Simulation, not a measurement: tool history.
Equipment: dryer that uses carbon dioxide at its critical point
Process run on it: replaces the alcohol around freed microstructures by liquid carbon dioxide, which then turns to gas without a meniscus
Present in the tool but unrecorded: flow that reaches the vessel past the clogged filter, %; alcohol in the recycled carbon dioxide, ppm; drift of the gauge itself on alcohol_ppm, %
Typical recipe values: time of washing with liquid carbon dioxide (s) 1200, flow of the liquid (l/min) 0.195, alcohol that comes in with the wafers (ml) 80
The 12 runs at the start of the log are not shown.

run    hour  time of washing with liquid carbon dioxide (s)  flow of the liquid (l/min)  alcohol that comes in with the wafers (ml)  hours of work since the filter was changed  hours of work since the purifier's bed was changed  alcohol left in the vessel before it's heated (ppm by volume)
 13   491.5                                            1200                       0.195                                          80                                         156                                                 305                                                            586
 14   543.6                                            1200                       0.195                                          80                                         188                                                 338                                                            628
 15   575.3                                            1200                       0.195                                          80                                         208                                                 357                                                            671
 16   617.1                                            1320                       0.195                                          80                                         234                                                 383                                                            435
      638.7  -- inlet filter changed
 17   655.4                                            1320                       0.195                                          80                                          10                                                 406                                                            307
 18   693.4                                            1320                       0.195                                          80                                          34                                                 430                                                            317
 19   723.6                                             840                       0.242                                          27                                          53                                                 449                                                            411
 20   779.3                                            1620                       0.203                                          77                                          87                                                 484                                                            131
 21   805.1                                             780                       0.203                                          50                                         104                                                 500                                                           2103
 22   852.9                                            1080                       0.195                                          94                                         133                                                 529                                                           1197
 23   901.5                                            1560                       0.195                                          75                                         164                                                 560                                                            201
 24   944.2                                             900                       0.195                                          80                                         190                                                 586                                                           2418
 25     984                                            1680                       0.142                                          80                                         215                                                 611                                                            633
 26  1028.1                                            1680                       0.142                                          80                                         242                                                 638                                                            641
     1039.9  -- inlet filter changed
 27  1056.9                                            1680                       0.142                                          80                                          11                                                 656                                                            475
 28  1093.4                                            1680                       0.142                                          80                                          33                                                 678                                                            486
 29  1128.2                                             720                       0.195                                         115                                          55                                                 700                                                           6931
 30    1152                                            1020                       0.162                                          24                                          70                                                 715                                                            896
 31  1188.1                                            1080                       0.199                                          38                                          92                                                 737                                                            508
 32  1216.8                                            1380                       0.127                                          50                                         110                                                 755                                                           1362
 33  1241.4                                             960                       0.127                                          50                                         125                                                 770                                                           4838
 34  1269.4                                            1200                       0.258                                          98                                         143                                                 788                                                            259

4 options for the next run, each taken on its own from the tool as it stands now. Forecast them:
  A  1298.6                                             900                       0.126                                          80                                         161                                                 806                                                              ?
  B  1298.6                                            1560                       0.325                                          75                                         161                                                 806                                                              ?
  C  1298.6                                            1800                       0.158                                          80                                         161                                                 806                                                              ?
  D  1298.6                                            1440                       0.258                                          86                                         161                                                 806                                                              ?

run  alcohol left in the vessel before it's heated (ppm by volume)
  A                                                           9564
  B                                                            160
  C                                                            303
  D                                                            180
Without the tool's unlogged condition, the same runs would have read:
run  alcohol left in the vessel before it's heated (ppm by volume)
  A                                                           7973
  B                                                              7
  C                                                            101
  D                                                             21
